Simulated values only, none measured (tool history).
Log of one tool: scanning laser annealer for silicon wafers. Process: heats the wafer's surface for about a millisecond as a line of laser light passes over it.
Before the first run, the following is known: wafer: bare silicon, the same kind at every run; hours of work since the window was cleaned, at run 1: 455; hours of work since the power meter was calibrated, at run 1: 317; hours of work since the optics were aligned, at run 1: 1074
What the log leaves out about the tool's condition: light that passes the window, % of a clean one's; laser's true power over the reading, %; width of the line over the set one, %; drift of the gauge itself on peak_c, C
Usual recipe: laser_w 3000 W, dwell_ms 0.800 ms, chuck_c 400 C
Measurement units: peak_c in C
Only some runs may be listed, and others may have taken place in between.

run	day	laser_w	dwell_ms	chuck_c	hours of work since the window was cleaned	hours of work since the power meter was calibrated	hours of work since the optics were aligned	peak_c
1	0.000	3000	0.800	400	455	317	1074	1172
2	2.129	3254	0.800	400	489	352	1108	1248
3	5.296	3000	0.800	374	540	403	1159	1144
4	8.317	3000	0.692	400	589	451	1208	1104
5	10.371	3000	0.620	400	622	484	1241	1059
# day 11.262: optics aligned, line set to its width
6	13.342	3000	0.620	400	666	529	33	1072
7	15.933	3000	0.620	400	708	570	75	1065
8	17.967	3000	0.620	439	741	603	108	1107
9	20.929	3000	0.800	400	788	651	156	1169
10	22.479	3000	0.800	400	813	676	180	1169
11	24.838	3000	0.800	400	851	713	218	1165
# day 26.188: window over the wafer cleaned
12	27.000	3000	0.800	400	13	747	252	1199
# day 27.254: laser's power meter calibrated
13	29.367	3000	0.908	424	49	34	288	1280
14	32.312	3000	0.908	424	96	81	335	1276
15	34.767	3000	0.908	424	136	121	375	1275
16	36.633	3000	0.615	372	166	151	405	1050
17	39.017	3296	0.869	385	204	189	443	1312
18	41.246	2567	0.627	412	240	225	479	978
# day 43.846: laser's power meter calibrated, once more
19	44.112	3118	0.800	373	284	4	523	1199

What will run 20 give?
20	45.438	2847	0.624	407	306	26	544	?

{"run 20": {"peak_c": 1042}}
Had the tool carried no hidden state, the very same run would have given peak_c 1057 C.

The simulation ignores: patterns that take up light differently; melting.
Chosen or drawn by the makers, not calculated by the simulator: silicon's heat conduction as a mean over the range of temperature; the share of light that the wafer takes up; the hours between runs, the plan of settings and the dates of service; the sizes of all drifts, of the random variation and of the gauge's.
